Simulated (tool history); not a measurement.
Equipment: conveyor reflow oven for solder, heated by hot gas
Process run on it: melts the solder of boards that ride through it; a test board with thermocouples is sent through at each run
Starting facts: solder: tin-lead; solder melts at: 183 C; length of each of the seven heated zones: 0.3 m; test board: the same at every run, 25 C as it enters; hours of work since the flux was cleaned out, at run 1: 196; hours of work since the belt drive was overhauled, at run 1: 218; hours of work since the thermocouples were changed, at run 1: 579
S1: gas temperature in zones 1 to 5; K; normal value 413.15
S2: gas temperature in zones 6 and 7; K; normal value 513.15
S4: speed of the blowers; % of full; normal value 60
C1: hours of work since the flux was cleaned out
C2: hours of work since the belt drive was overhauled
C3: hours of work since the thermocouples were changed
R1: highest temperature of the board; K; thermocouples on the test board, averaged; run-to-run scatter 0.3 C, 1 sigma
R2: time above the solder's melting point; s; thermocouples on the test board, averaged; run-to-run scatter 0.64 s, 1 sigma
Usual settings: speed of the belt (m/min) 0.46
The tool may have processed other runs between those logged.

{"run": 1, "hour": 0.0, "S1": 413.15, "S2": 513.15, "speed of the belt (m/min)": 0.46, "S4": 60, "C1": 196, "C2": 218, "C3": 579, "R1": 499.95, "R2": 66.8}
{"run": 2, "hour": 5.2, "S1": 413.15, "S2": 513.15, "speed of the belt (m/min)": 0.46, "S4": 60, "C1": 199, "C2": 222, "C3": 583, "R1": 499.55, "R2": 67}
{"run": 3, "hour": 9.0, "S1": 413.15, "S2": 513.15, "speed of the belt (m/min)": 0.46, "S4": 60, "C1": 202, "C2": 225, "C3": 586, "R1": 499.95, "R2": 66.2}
{"hour": 14.3, "done": "thermocouples of zones 6 and 7 changed"}
{"run": 4, "hour": 18.4, "S1": 413.15, "S2": 513.15, "speed of the belt (m/min)": 0.46, "S4": 60, "C1": 208, "C2": 230, "C3": 3, "R1": 498.55, "R2": 66}
{"run": 5, "hour": 26.7, "S1": 413.15, "S2": 513.15, "speed of the belt (m/min)": 0.46, "S4": 60, "C1": 214, "C2": 236, "C3": 9, "R1": 498.45, "R2": 65.9}
{"run": 6, "hour": 31.6, "S1": 413.15, "S2": 513.15, "speed of the belt (m/min)": 0.46, "S4": 60, "C1": 217, "C2": 240, "C3": 13, "R1": 498.45, "R2": 65.4}
{"run": 7, "hour": 37.6, "S1": 413.15, "S2": 513.15, "speed of the belt (m/min)": 0.46, "S4": 60, "C1": 222, "C2": 244, "C3": 17, "R1": 498.45, "R2": 66.1}
{"run": 8, "hour": 46.7, "S1": 413.15, "S2": 520.15, "speed of the belt (m/min)": 0.46, "S4": 83, "C1": 228, "C2": 251, "C3": 24, "R1": 509.15, "R2": 71.5}
{"run": 9, "hour": 55.4, "S1": 413.15, "S2": 520.15, "speed of the belt (m/min)": 0.46, "S4": 83, "C1": 234, "C2": 257, "C3": 30, "R1": 509.45, "R2": 72.1}
{"run": 10, "hour": 59.7, "S1": 413.15, "S2": 527.15, "speed of the belt (m/min)": 0.523, "S4": 60, "C1": 238, "C2": 260, "C3": 33, "R1": 506.45, "R2": 60.7}
{"run": 11, "hour": 63.7, "S1": 421.15, "S2": 519.15, "speed of the belt (m/min)": 0.42, "S4": 60, "C1": 241, "C2": 263, "C3": 36, "R1": 507.45, "R2": 81.8}
{"run": 12, "hour": 71.5, "S1": 421.15, "S2": 519.15, "speed of the belt (m/min)": 0.42, "S4": 60, "C1": 246, "C2": 269, "C3": 42, "R1": 507.75, "R2": 79.7}
{"run": 13, "hour": 78.6, "S1": 415.15, "S2": 514.15, "speed of the belt (m/min)": 0.479, "S4": 86, "C1": 251, "C2": 274, "C3": 47, "R1": 503.25, "R2": 67.3}

Predict each of these 4 candidate next runs independently; none follows another, all start after run 13:
{"run": "A", "hour": 84.1, "S1": 415.15, "S2": 508.15, "speed of the belt (m/min)": 0.495, "S4": 86, "C1": 255, "C2": 278, "C3": 51, "R1": "?", "R2": "?"}
{"run": "B", "hour": 84.1, "S1": 415.15, "S2": 514.15, "speed of the belt (m/min)": 0.479, "S4": 87, "C1": 255, "C2": 278, "C3": 51, "R1": "?", "R2": "?"}
{"run": "C", "hour": 84.1, "S1": 420.15, "S2": 510.15, "speed of the belt (m/min)": 0.444, "S4": 60, "C1": 255, "C2": 278, "C3": 51, "R1": "?", "R2": "?"}
{"run": "D", "hour": 84.1, "S1": 403.15, "S2": 525.15, "speed of the belt (m/min)": 0.546, "S4": 86, "C1": 255, "C2": 278, "C3": 51, "R1": "?", "R2": "?"}

run=A R1=496.65 R2=61.8
run=B R1=503.35 R2=66.3
run=C R1=498.45 R2=69.9
run=D R1=507.85 R2=57.1
Had the tool no hidden state, the same runs would have come out as:
run=A R1=496.85 R2=61.6
run=B R1=503.55 R2=65.9
run=C R1=498.45 R2=69.4
run=D R1=508.35 R2=56.9
